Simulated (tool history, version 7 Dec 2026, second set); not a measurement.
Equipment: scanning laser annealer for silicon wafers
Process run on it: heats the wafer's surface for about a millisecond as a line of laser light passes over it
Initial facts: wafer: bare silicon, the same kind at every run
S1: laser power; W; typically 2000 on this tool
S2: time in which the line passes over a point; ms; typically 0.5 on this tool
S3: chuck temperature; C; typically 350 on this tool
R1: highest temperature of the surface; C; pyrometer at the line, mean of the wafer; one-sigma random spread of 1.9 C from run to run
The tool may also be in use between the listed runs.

run 1 day=0 | S1=2000 S2=0.5 S3=350 | R1=1068
run 2 day=1.508 | S1=2000 S2=0.5 S3=350 | R1=1066
run 3 day=3.592 | S1=2000 S2=0.5 S3=350 | R1=1063
run 4 day=5.054 | S1=2000 S2=0.5 S3=350 | R1=1059
run 5 day=7.283 | S1=2000 S2=0.5 S3=350 | R1=1057
run 6 day=9.012 | S1=2000 S2=0.547 S3=350 | R1=1088
run 7 day=10.812 | S1=2000 S2=0.547 S3=350 | R1=1090
run 8 day=12.062 | S1=2000 S2=0.5 S3=350 | R1=1052
run 9 day=13.333 | S1=2000 S2=0.5 S3=350 | R1=1053
run 10 day=15.212 | S1=2000 S2=0.5 S3=350 | R1=1047
run 11 day=17.746 | S1=2000 S2=0.5 S3=335 | R1=1029
run 12 day=20.079 | S1=2000 S2=0.603 S3=335 | R1=1099
run 13 day=21.554 | S1=2000 S2=0.5 S3=350 | R1=1038
-- day=23.625 window over the wafer cleaned
run 14 day=23.912 | S1=1981 S2=0.5 S3=386 | R1=1101
run 15 day=25.412 | S1=2047 S2=0.5 S3=325 | R1=1067
run 16 day=27.479 | S1=2079 S2=0.461 S3=349 | R1=1073
run 17 day=29.125 | S1=2079 S2=0.461 S3=374 | R1=1096
run 18 day=30.383 | S1=2112 S2=0.495 S3=369 | R1=1125
run 19 day=32.392 | S1=1916 S2=0.509 S3=388 | R1=1076
run 20 day=34.075 | S1=2000 S2=0.5 S3=348 | R1=1060
run 21 day=35.929 | S1=2000 S2=0.526 S3=315 | R1=1042
run 22 day=37.333 | S1=2000 S2=0.451 S3=310 | R1=983
run 23 day=38.421 | S1=2000 S2=0.451 S3=310 | R1=981
run 24 day=40.675 | S1=1788 S2=0.396 S3=327 | R1=882
run 25 day=42.542 | S1=2109 S2=0.384 S3=327 | R1=976

Each row is a separate what-if for the run after 25, all from the same tool condition, not one after another. Results?
-- day=43.308 optics aligned, line set to its width
run A day=45.238 | S1=2000 S2=0.5 S3=320 | R1=?
-- day=43.308 optics aligned, line set to its width
run B day=45.238 | S1=2000 S2=0.368 S3=350 | R1=?
-- day=43.308 optics aligned, line set to its width
run C day=45.238 | S1=1701 S2=0.426 S3=325 | R1=?
-- day=43.308 optics aligned, line set to its width
run D day=45.238 | S1=1923 S2=0.384 S3=314 | R1=?
-- day=43.308 optics aligned, line set to its width
run E day=45.238 | S1=2000 S2=0.478 S3=350 | R1=?

run=A R1=1040
run=B R1=966
run=C R1=874
run=D R1=914
run=E R1=1049
Without the tool's unlogged condition, the same runs would have read:
run=A R1=1059
run=B R1=982
run=C R1=888
run=D R1=929
run=E R1=1067
